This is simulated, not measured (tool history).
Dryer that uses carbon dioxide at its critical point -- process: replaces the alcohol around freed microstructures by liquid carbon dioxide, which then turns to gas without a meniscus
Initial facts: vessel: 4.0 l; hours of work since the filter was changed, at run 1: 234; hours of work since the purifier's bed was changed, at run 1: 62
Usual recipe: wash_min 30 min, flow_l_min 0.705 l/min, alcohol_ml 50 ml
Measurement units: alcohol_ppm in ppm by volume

run,hour,wash_min,flow_l_min,alcohol_ml,hours of work since the filter was changed,hours of work since the purifier's bed was changed,alcohol_ppm
1,0,30,0.705,50,234,62,227
2,6.7,30,0.705,50,236,65,240
3,12.6,26,0.705,50,239,67,397
4,24.6,30,0.481,50,243,72,875
5,35,30,0.705,55,247,76,255
6,41.9,30,0.705,50,250,79,241
7,52,35,0.502,61,254,83,586
8,58.9,35,0.514,111,257,85,969
9,66.3,30,0.45,26,260,88,560
10,75.6,30,0.45,26,264,92,567
11,81.4,30,0.58,26,266,94,251

What if the next run were any one of these 3? Each begins from the tool's condition after run 11:
A,91.4,19,0.58,26,270,98,?
B,91.4,20,0.671,20,270,98,?
C,91.4,36,0.705,39,270,98,?

run,alcohol_ppm
A,854
B,410
C,88
Had the tool no hidden state, the same runs would have come out as:
run,alcohol_ppm
A,741
B,342
C,57
